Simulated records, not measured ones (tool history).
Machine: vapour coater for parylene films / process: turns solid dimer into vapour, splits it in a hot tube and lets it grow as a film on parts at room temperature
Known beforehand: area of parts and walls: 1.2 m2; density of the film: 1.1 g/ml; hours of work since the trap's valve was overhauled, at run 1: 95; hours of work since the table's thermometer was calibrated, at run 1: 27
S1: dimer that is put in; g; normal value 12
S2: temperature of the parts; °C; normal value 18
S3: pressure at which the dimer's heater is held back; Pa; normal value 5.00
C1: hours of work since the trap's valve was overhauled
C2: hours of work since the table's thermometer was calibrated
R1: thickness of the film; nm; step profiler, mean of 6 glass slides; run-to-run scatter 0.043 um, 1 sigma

| run | hour | S1 | S2 | S3 | C1 | C2 | R1 |
|---|---|---|---|---|---|---|---|
| 1 | 0.0 | 12 | 18 | 5.00 | 95 | 27 | 4650 |
| 2 | 39.8 | 12 | 18 | 5.00 | 114 | 45 | 4730 |
| 3 | 99.9 | 7 | 18 | 5.00 | 141 | 73 | 2710 |
| 4 | 149.7 | 7 | 18 | 5.00 | 164 | 96 | 2760 |
| 5 | 207.0 | 7 | 18 | 5.00 | 191 | 122 | 2720 |
| 6 | 234.1 | 8 | 18 | 5.00 | 203 | 134 | 3160 |
| 7 | 280.5 | 19 | 18 | 5.00 | 224 | 156 | 7460 |
| 8 | 309.5 | 19 | 18 | 5.00 | 238 | 169 | 7640 |
| 9 | 358.9 | 19 | 18 | 5.00 | 260 | 192 | 7420 |
| 10 | 399.6 | 13 | 18 | 5.00 | 279 | 211 | 5060 |
| 11 | 437.3 | 13 | 18 | 5.00 | 296 | 228 | 5110 |
|  | 455.6 | trap's valve overhauled |
| 12 | 482.3 | 13 | 18 | 5.00 | 12 | 247 | 5150 |
| 13 | 545.5 | 13 | 18 | 5.00 | 41 | 276 | 5050 |
| 14 | 586.6 | 13 | 18 | 5.00 | 60 | 295 | 5110 |
| 15 | 625.2 | 13 | 18 | 5.00 | 78 | 312 | 5150 |
| 16 | 659.4 | 13 | 18 | 5.00 | 94 | 328 | 5050 |
| 17 | 710.3 | 13 | 18 | 5.00 | 117 | 352 | 5070 |
| 18 | 741.9 | 13 | 18 | 5.00 | 132 | 366 | 5110 |
| 19 | 795.5 | 7 | 18 | 5.00 | 156 | 391 | 2770 |
| 20 | 826.4 | 7 | 18 | 5.00 | 170 | 405 | 2710 |
| 21 | 878.7 | 12 | 18 | 5.00 | 195 | 429 | 4860 |
| 22 | 941.0 | 12 | 18 | 5.00 | 223 | 458 | 4720 |
| 23 | 994.8 | 12 | 18 | 5.00 | 248 | 482 | 4640 |
| 24 | 1022.9 | 5 | 15 | 8.76 | 261 | 495 | 1930 |
| 25 | 1075.0 | 12 | 14 | 9.33 | 285 | 519 | 4750 |
|  | 1120.2 | trap's valve overhauled |
| 26 | 1135.8 | 5 | 13 | 9.33 | 7 | 545 | 2090 |
| 27 | 1168.7 | 12 | 14 | 5.00 | 22 | 560 | 5410 |
| 28 | 1200.8 | 20 | 14 | 3.28 | 37 | 575 | 9740 |
| 29 | 1236.2 | 20 | 14 | 3.28 | 53 | 592 | 9720 |
| 30 | 1264.7 | 20 | 14 | 3.28 | 66 | 605 | 9620 |
| 31 | 1324.3 | 20 | 14 | 3.28 | 94 | 632 | 9700 |
| 32 | 1354.6 | 12 | 16 | 9.13 | 108 | 646 | 4450 |
| 33 | 1394.1 | 12 | 16 | 5.00 | 126 | 664 | 4960 |
| 34 | 1434.9 | 12 | 26 | 5.00 | 145 | 683 | 3660 |
| 35 | 1478.7 | 17 | 18 | 5.00 | 165 | 703 | 6650 |
| 36 | 1524.7 | 12 | 18 | 4.51 | 186 | 724 | 4730 |
| 37 | 1585.0 | 13 | 25 | 2.29 | 214 | 752 | 4720 |
| 38 | 1643.5 | 12 | 12 | 5.00 | 241 | 779 | 5770 |
| 39 | 1680.3 | 12 | 12 | 5.00 | 257 | 796 | 5770 |
| 40 | 1722.7 | 9 | 19 | 3.17 | 277 | 815 | 3730 |
| 41 | 1766.2 | 8 | 19 | 3.17 | 297 | 835 | 3320 |
|  | 1785.3 | trap's valve overhauled |
| 42 | 1810.9 | 8 | 19 | 3.17 | 12 | 854 | 3310 |
| 43 | 1842.5 | 8 | 19 | 3.81 | 26 | 868 | 3170 |
| 44 | 1878.7 | 12 | 18 | 10.10 | 43 | 885 | 4040 |
| 45 | 1926.7 | 12 | 30 | 5.02 | 65 | 907 | 3160 |
| 46 | 1968.2 | 12 | 22 | 7.77 | 84 | 926 | 3790 |

Describe how what the log doesn't record of the tool's condition differs between the last listed run preceding each entry between runs and the first listed run following it.
Logged between run 11 and run 12: trap's valve overhauled (hour 455.6)
  vapour lost through the trap's worn valve, %: 0.2 -> 0
Logged between run 25 and run 26: trap's valve overhauled (hour 1120.2)
  vapour lost through the trap's worn valve, %: 0.2 -> 0
Logged between run 41 and run 42: trap's valve overhauled (hour 1785.3)
  vapour lost through the trap's worn valve, %: 0.2 -> 0

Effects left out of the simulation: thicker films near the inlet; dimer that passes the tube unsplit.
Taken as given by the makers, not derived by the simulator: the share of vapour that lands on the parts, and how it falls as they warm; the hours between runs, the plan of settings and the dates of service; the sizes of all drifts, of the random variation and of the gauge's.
